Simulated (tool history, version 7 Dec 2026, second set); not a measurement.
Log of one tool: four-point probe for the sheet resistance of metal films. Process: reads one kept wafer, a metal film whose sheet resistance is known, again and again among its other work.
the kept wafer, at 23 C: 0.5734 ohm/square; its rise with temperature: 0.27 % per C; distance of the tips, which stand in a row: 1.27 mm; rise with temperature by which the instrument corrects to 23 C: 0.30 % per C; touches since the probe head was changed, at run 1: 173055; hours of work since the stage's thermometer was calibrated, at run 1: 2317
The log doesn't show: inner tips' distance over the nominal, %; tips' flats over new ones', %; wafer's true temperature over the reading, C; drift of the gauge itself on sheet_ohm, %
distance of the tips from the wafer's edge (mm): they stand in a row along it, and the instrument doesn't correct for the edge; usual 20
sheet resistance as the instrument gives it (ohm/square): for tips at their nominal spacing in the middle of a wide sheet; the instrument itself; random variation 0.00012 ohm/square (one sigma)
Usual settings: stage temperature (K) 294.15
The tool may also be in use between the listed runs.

run     day  stage temperature (K)  distance of the tips from the wafer's edge (mm)  touches since the probe head was changed  hours of work since the stage's thermometer was calibrated  sheet resistance as the instrument gives it (ohm/square)
  1       0                 294.15                                               20                                    173055                                                        2317                                                  0.572018
  2   3.442                 297.15                                               20                                    178095                                                        2380                                                  0.571345
  3   5.917                 297.15                                               20                                    181717                                                        2424                                                  0.571531
  4   7.662                 297.15                                               20                                    184276                                                        2456                                                  0.571319
  5   9.833                 297.15                                               20                                    187452                                                        2495                                                  0.571479
  6  12.583                 297.15                                               20                                    191477                                                        2545                                                  0.571327
  7    14.7                 297.15                                               20                                    194578                                                        2583                                                    0.5711
  8  16.562                 294.15                                               20                                    197307                                                        2617                                                  0.571634
  9    18.3                 294.15                                               20                                    199848                                                        2648                                                  0.571786
 10  20.025                 294.15                                               20                                    202373                                                        2679                                                  0.571606
 11  22.779                 294.15                                               20                                    206404                                                        2729                                                  0.571826
 12  25.596                 294.15                                               20                                    210530                                                        2780                                                  0.571598
     27.467  -- stage's thermometer calibrated
 13  28.621                 294.15                                               20                                    214928                                                          21                                                   0.57045
 14   30.15                 294.15                                               34                                    217165                                                          48                                                   0.56974
 15  32.929                 294.15                                               34                                    221239                                                          99                                                  0.569542
 16   35.65                 301.15                                                9                                    225220                                                         148                                                  0.573767
 17  38.946                 296.15                                               20                                    230047                                                         208                                                  0.570041
 18  40.975                 295.15                                               46                                    233018                                                         244                                                  0.569281
 19  43.804                 302.15                                               21                                    237157                                                         295                                                  0.568615
     45.688  -- new probe head fitted
 20  46.696                 293.15                                               63                                      1472                                                         347                                                  0.573543
 21  49.062                 297.15                                               23                                      4939                                                         390                                                  0.573901
 22  51.158                 297.15                                               22                                      8010                                                         428                                                  0.573493
 23  52.867                 304.15                                               60                                     10511                                                         458                                                  0.571513
 24  55.083                 303.15                                                4                                     13755                                                         499                                                  0.600918
 25  58.467                 295.15                                               50                                     18709                                                         560                                                  0.573067
 26  60.675                 295.15                                               50                                     21942                                                         600                                                  0.573105
 27  62.333                 297.15                                                6                                     24372                                                         630                                                   0.58605
 28    65.5                 297.15                                                6                                     29007                                                         687                                                  0.585951
 29  68.846                 297.15                                                6                                     33907                                                         747                                                  0.585986

Some steps in sheet resistance as the instrument gives it (ohm/square) between neighbouring runs. How much of each would the tool show without its hidden state too (settings, what came in, random variation), and how much is left for the hidden state, with any gauge scatter that isn't in both results?
Run 12 -> 13: stage's thermometer calibrated. sheet resistance as the instrument gives it (ohm/square) -0.001148: hidden state -0.001288, all else +0.00014.
Run 19 -> 20: stage temperature (K) 302.15 -> 293.15, distance of the tips from the wafer's edge (mm) 21 -> 63, new probe head fitted. sheet resistance as the instrument gives it (ohm/square) +0.004928: hidden state +0.004352, all else +0.000576.
Run 23 -> 24: stage temperature (K) 304.15 -> 303.15, distance of the tips from the wafer's edge (mm) 60 -> 4. sheet resistance as the instrument gives it (ohm/square) +0.029405: hidden state -0.000063, all else +0.029468.
Run 24 -> 25: stage temperature (K) 303.15 -> 295.15, distance of the tips from the wafer's edge (mm) 4 -> 50. sheet resistance as the instrument gives it (ohm/square) -0.027851: hidden state -0.000018, all else -0.027833.

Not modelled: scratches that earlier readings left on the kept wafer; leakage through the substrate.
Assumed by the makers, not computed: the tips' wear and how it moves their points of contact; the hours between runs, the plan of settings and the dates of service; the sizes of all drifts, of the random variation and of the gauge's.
